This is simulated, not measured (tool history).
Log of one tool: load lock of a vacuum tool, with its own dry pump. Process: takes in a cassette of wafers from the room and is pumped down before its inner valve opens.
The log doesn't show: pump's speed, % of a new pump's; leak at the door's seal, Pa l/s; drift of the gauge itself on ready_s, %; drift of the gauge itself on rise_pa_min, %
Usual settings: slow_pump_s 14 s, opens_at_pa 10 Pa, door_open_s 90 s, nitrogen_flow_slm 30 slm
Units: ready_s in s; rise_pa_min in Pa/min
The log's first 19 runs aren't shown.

run	hour	slow_pump_s	opens_at_pa	door_open_s	nitrogen_flow_slm	hours that the pump has run since its overhaul	times that the door has closed on its seal	incoming humidity of the room's air, %	ready_s	rise_pa_min
20	3474.4	17	20	90	30	8945	15544	45	32.4	0.276
21	3700.3	17	18	90	30	9171	15937	44.1	32.4	0.285
22	3849.9	17	18	90	30	9321	16197	44.4	32.5	0.291
23	4004.3	17	17	90	30	9475	16465	40.5	32.9	0.291
24	4252.3	11	17	37	16	9723	16896	44.8	28.2	0.276
25	4430.9	15	17	104	6	9901	17206	46.3	31.5	0.358
26	4591.6	23	10	35	8	10062	17486	46.2	38.7	0.298
27	4834.9	22	9	90	30	10306	17909	43.9	38.3	0.329
28	4968.4	9	8	90	30	10439	18141	42.6	29.3	0.32
29	5197.2	14	10	150	14	10668	18538	44.2	32.1	0.393
30	5344.3	14	10	150	6	10815	18794	44.9	32.4	0.415
31	5466.5	14	10	26	30	10937	19006	43.6	32.7	0.314
32	5623.1	14	16	90	30	11094	19278	43.4	31.8	0.351
33	5739.2	14	10	76	24	11210	19480	45.4	33.4	0.354
34	5881.4	14	12	71	11	11352	19727	40.8	32.2	0.357

Run 35 comes next. What will it give?
35	6048.3	14	12	71	11	11519	20017	46.5	?	?

ready_s: 32.6 s
rise_pa_min: 0.371 Pa/min
Without the tool's hidden state the same run would have given ready_s 28.1 s, rise_pa_min 0.083 Pa/min.
